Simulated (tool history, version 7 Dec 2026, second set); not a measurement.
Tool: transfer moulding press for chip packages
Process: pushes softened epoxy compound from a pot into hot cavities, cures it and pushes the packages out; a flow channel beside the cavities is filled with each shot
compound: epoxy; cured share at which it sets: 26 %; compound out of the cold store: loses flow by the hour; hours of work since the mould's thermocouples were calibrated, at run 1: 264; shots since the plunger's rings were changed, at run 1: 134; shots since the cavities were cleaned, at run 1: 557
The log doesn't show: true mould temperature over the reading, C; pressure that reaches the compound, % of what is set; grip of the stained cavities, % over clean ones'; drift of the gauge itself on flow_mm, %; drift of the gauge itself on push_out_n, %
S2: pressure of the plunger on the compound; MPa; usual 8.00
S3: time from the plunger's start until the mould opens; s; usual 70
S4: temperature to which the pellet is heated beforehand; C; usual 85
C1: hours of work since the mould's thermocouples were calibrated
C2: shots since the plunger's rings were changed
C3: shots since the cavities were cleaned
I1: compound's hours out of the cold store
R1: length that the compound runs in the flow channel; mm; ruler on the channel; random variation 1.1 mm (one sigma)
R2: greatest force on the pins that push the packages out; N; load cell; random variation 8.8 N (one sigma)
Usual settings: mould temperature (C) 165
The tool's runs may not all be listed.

{"run": 1, "hour": 0.0, "mould temperature (C)": 165, "S2": 8.0, "S3": 70, "S4": 85, "C1": 264, "C2": 134, "C3": 557, "I1": 43.7, "R1": 562, "R2": 396}
{"run": 2, "hour": 12.8, "mould temperature (C)": 165, "S2": 8.0, "S3": 70, "S4": 85, "C1": 271, "C2": 283, "C3": 706, "I1": 44.7, "R1": 558, "R2": 378}
{"hour": 26.7, "done": "cavities cleaned with cleaning compound and waxed"}
{"run": 3, "hour": 28.7, "mould temperature (C)": 165, "S2": 7.63, "S3": 70, "S4": 85, "C1": 279, "C2": 451, "C3": 24, "I1": 43.6, "R1": 547, "R2": 395}
{"run": 4, "hour": 42.5, "mould temperature (C)": 165, "S2": 7.63, "S3": 70, "S4": 85, "C1": 286, "C2": 612, "C3": 185, "I1": 40.8, "R1": 558, "R2": 387}
{"run": 5, "hour": 55.0, "mould temperature (C)": 165, "S2": 7.63, "S3": 70, "S4": 85, "C1": 293, "C2": 757, "C3": 330, "I1": 15.8, "R1": 626, "R2": 419}
{"run": 6, "hour": 67.2, "mould temperature (C)": 165, "S2": 8.0, "S3": 70, "S4": 86, "C1": 300, "C2": 899, "C3": 472, "I1": 17.3, "R1": 634, "R2": 405}
{"run": 7, "hour": 83.5, "mould temperature (C)": 165, "S2": 8.0, "S3": 70, "S4": 85, "C1": 308, "C2": 1089, "C3": 662, "I1": 27.1, "R1": 606, "R2": 385}
{"run": 8, "hour": 95.4, "mould temperature (C)": 168, "S2": 8.0, "S3": 70, "S4": 85, "C1": 315, "C2": 1228, "C3": 801, "I1": 31.5, "R1": 584, "R2": 353}
{"hour": 101.3, "done": "cavities cleaned with cleaning compound and waxed"}
{"run": 9, "hour": 113.9, "mould temperature (C)": 165, "S2": 8.0, "S3": 91, "S4": 85, "C1": 324, "C2": 1426, "C3": 147, "I1": 31.0, "R1": 595, "R2": 323}
{"run": 10, "hour": 129.1, "mould temperature (C)": 165, "S2": 7.43, "S3": 70, "S4": 85, "C1": 332, "C2": 1602, "C3": 323, "I1": 34.9, "R1": 562, "R2": 385}
{"run": 11, "hour": 143.3, "mould temperature (C)": 165, "S2": 7.43, "S3": 70, "S4": 85, "C1": 340, "C2": 1767, "C3": 488, "I1": 24.2, "R1": 592, "R2": 402}
{"run": 12, "hour": 153.2, "mould temperature (C)": 165, "S2": 8.0, "S3": 70, "S4": 90, "C1": 346, "C2": 1883, "C3": 604, "I1": 24.0, "R1": 614, "R2": 389}
{"run": 13, "hour": 164.7, "mould temperature (C)": 165, "S2": 7.25, "S3": 70, "S4": 90, "C1": 352, "C2": 2016, "C3": 737, "I1": 16.9, "R1": 606, "R2": 411}
{"hour": 175.9, "done": "cavities cleaned with cleaning compound and waxed"}
{"run": 14, "hour": 176.6, "mould temperature (C)": 165, "S2": 7.25, "S3": 70, "S4": 90, "C1": 358, "C2": 2137, "C3": 8, "I1": 30.0, "R1": 569, "R2": 396}
{"hour": 183.9, "done": "mould's thermocouples calibrated"}
{"run": 15, "hour": 193.7, "mould temperature (C)": 165, "S2": 8.0, "S3": 70, "S4": 85, "C1": 5, "C2": 2313, "C3": 184, "I1": 17.2, "R1": 637, "R2": 395}
{"run": 16, "hour": 205.8, "mould temperature (C)": 159, "S2": 8.0, "S3": 70, "S4": 85, "C1": 12, "C2": 2453, "C3": 324, "I1": 37.9, "R1": 595, "R2": 571}
{"run": 17, "hour": 218.2, "mould temperature (C)": 159, "S2": 7.98, "S3": 57, "S4": 92, "C1": 19, "C2": 2598, "C3": 469, "I1": 12.2, "R1": 672, "R2": 976}
{"run": 18, "hour": 233.5, "mould temperature (C)": 165, "S2": 7.46, "S3": 53, "S4": 83, "C1": 27, "C2": 2776, "C3": 647, "I1": 43.6, "R1": 541, "R2": 660}
{"run": 19, "hour": 249.3, "mould temperature (C)": 165, "S2": 7.46, "S3": 53, "S4": 83, "C1": 36, "C2": 2960, "C3": 831, "I1": 27.7, "R1": 585, "R2": 677}
{"hour": 252.6, "done": "cavities cleaned with cleaning compound and waxed"}
{"run": 20, "hour": 262.1, "mould temperature (C)": 158, "S2": 7.46, "S3": 53, "S4": 83, "C1": 42, "C2": 3091, "C3": 110, "I1": 30.5, "R1": 599, "R2": 1121}
{"run": 21, "hour": 269.7, "mould temperature (C)": 163, "S2": 8.42, "S3": 58, "S4": 85, "C1": 46, "C2": 3180, "C3": 199, "I1": 42.9, "R1": 584, "R2": 613}
{"run": 22, "hour": 284.6, "mould temperature (C)": 163, "S2": 6.52, "S3": 58, "S4": 85, "C1": 54, "C2": 3353, "C3": 372, "I1": 10.1, "R1": 600, "R2": 695}
{"run": 23, "hour": 301.1, "mould temperature (C)": 164, "S2": 7.62, "S3": 80, "S4": 85, "C1": 63, "C2": 3545, "C3": 564, "I1": 42.4, "R1": 552, "R2": 329}
{"run": 24, "hour": 312.9, "mould temperature (C)": 164, "S2": 7.62, "S3": 80, "S4": 85, "C1": 69, "C2": 3683, "C3": 702, "I1": 28.4, "R1": 592, "R2": 348}
{"run": 25, "hour": 324.7, "mould temperature (C)": 161, "S2": 9.14, "S3": 71, "S4": 75, "C1": 76, "C2": 3820, "C3": 839, "I1": 11.3, "R1": 716, "R2": 523}
{"hour": 327.4, "done": "cavities cleaned with cleaning compound and waxed"}
{"run": 26, "hour": 343.5, "mould temperature (C)": 165, "S2": 8.0, "S3": 78, "S4": 88, "C1": 85, "C2": 4021, "C3": 187, "I1": 30.3, "R1": 597, "R2": 354}
{"run": 27, "hour": 351.6, "mould temperature (C)": 165, "S2": 8.0, "S3": 78, "S4": 88, "C1": 90, "C2": 4116, "C3": 282, "I1": 44.0, "R1": 561, "R2": 359}
{"run": 28, "hour": 367.2, "mould temperature (C)": 165, "S2": 8.0, "S3": 59, "S4": 92, "C1": 98, "C2": 4297, "C3": 463, "I1": 24.7, "R1": 611, "R2": 537}
{"hour": 374.8, "done": "plunger's sealing rings changed"}
{"run": 29, "hour": 387.5, "mould temperature (C)": 168, "S2": 8.0, "S3": 110, "S4": 85, "C1": 108, "C2": 147, "C3": 670, "I1": 40.7, "R1": 561, "R2": 331}

Hidden state or all else? Some run-to-run changes of R2, split into what the settings, what came in and random variation would give without the hidden state, and what is left for the hidden state (with any gauge scatter that isn't in both results):
Run 13 -> 14: cavities cleaned with cleaning compound and waxed. R2 -15 N: hidden state -8, all else -7.
Run 16 -> 17: S2 8.00 -> 7.98, S3 70 -> 57, S4 85 -> 92. R2 +405 N: hidden state +9, all else +396.
Run 19 -> 20: mould temperature (C) 165 -> 158, cavities cleaned with cleaning compound and waxed. R2 +444 N: hidden state -5, all else +449.
Run 20 -> 21: mould temperature (C) 158 -> 163, S2 7.46 -> 8.42, S3 53 -> 58, S4 83 -> 85. R2 -508 N: hidden state -2, all else -506.
